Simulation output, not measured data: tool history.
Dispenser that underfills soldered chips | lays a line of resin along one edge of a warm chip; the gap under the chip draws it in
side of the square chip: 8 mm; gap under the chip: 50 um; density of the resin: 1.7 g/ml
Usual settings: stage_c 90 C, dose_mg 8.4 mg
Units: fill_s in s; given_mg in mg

run	hour	stage_c	dose_mg	fill_s	given_mg
1	0	90	8.4	82.3	8.14
# hour 7.2: dispensing valve cleaned and set on the balance
# hour 8.2: new syringe of resin
2	12.5	93	8.4	96.3	8.4
# hour 16.1: new syringe of resin
3	22.2	93	8.4	103.3	8.32
# hour 23.4: new syringe of resin
# hour 30.9: new syringe of resin
4	34.7	90	7.16	100.7	7.04
# hour 38.4: new syringe of resin
5	42.6	90	7.16	107.7	7.02
# hour 45.7: new syringe of resin
6	49.1	90	7.16	103.7	6.96
# hour 53.4: new syringe of resin
7	57.5	90	8.12	102.4	7.84
# hour 61.3: new syringe of resin
8	67.1	90	8.12	113.4	7.81
# hour 69.3: new syringe of resin
# hour 71: dispensing valve cleaned and set on the balance
9	74.1	84	8.4	117.4	8.42
# hour 77.8: new syringe of resin
10	83.8	90	8.4	114.5	8.34
# hour 85.3: new syringe of resin
11	89.3	76	8.4	154.3	8.33
# hour 93.4: new syringe of resin
12	99.2	76	8.4	164.9	8.26
# hour 100.6: new syringe of resin
# hour 108.3: new syringe of resin
13	111.3	76	8.4	145.1	8.21
# hour 115.6: new syringe of resin
# hour 123.2: new syringe of resin
14	124.3	76	8.4	132.1	8.12
# hour 130.6: new syringe of resin
# hour 134.6: dispensing valve cleaned and set on the balance
15	136.8	101	7.19	85	7.16
# hour 139.6: new syringe of resin
# hour 147.4: new syringe of resin
16	149.9	101	7.19	71.6	7.1
# hour 154.9: new syringe of resin
17	161.1	101	7.19	88.5	7.04
# hour 162.5: new syringe of resin
# hour 169.6: new syringe of resin
18	174	76	7.19	161.4	6.99
# hour 177.1: new syringe of resin
# hour 184.5: new syringe of resin
19	184.5	90	9.9	79.9	9.57
# hour 192.6: new syringe of resin
20	193.3	93	7.91	79.9	7.63
# hour 198.3: dispensing valve cleaned and set on the balance
# hour 201.1: new syringe of resin
21	204.3	89	10.2	97	10.11
# hour 208.7: new syringe of resin
# hour 216.1: new syringe of resin
22	216.1	81	10.42	102.7	10.24
# hour 224: new syringe of resin
23	227.3	91	7.66	98.7	7.5
# hour 231.5: new syringe of resin
24	234.7	91	7.66	97.8	7.45
# hour 239.4: new syringe of resin
25	240.7	104	8.1	59.9	7.87
# hour 246.8: new syringe of resin
26	246.8	76	10.87	120	10.49
27	253.5	101	10.56	84.9	10.13

Forecast each of these 4 alternatives for the next run:
# hour 254.7: new syringe of resin
# hour 261.8: dispensing valve cleaned and set on the balance
# hour 263.2: new syringe of resin
A	263.9	100	9.99	?	?
# hour 254.7: new syringe of resin
# hour 261.8: dispensing valve cleaned and set on the balance
# hour 263.2: new syringe of resin
B	263.9	93	10.56	?	?
# hour 254.7: new syringe of resin
# hour 261.8: dispensing valve cleaned and set on the balance
# hour 263.2: new syringe of resin
C	263.9	87	8.64	?	?
# hour 254.7: new syringe of resin
# hour 261.8: dispensing valve cleaned and set on the balance
# hour 263.2: new syringe of resin
D	263.9	81	10.28	?	?

run	fill_s	given_mg
A	63.7	9.96
B	77.6	10.49
C	91.1	8.61
D	108.6	10.25
Without the tool's hidden state the same runs would have given:
run	fill_s	given_mg
A	62.3	9.98
B	75.9	10.52
C	89.3	8.63
D	106.6	10.28
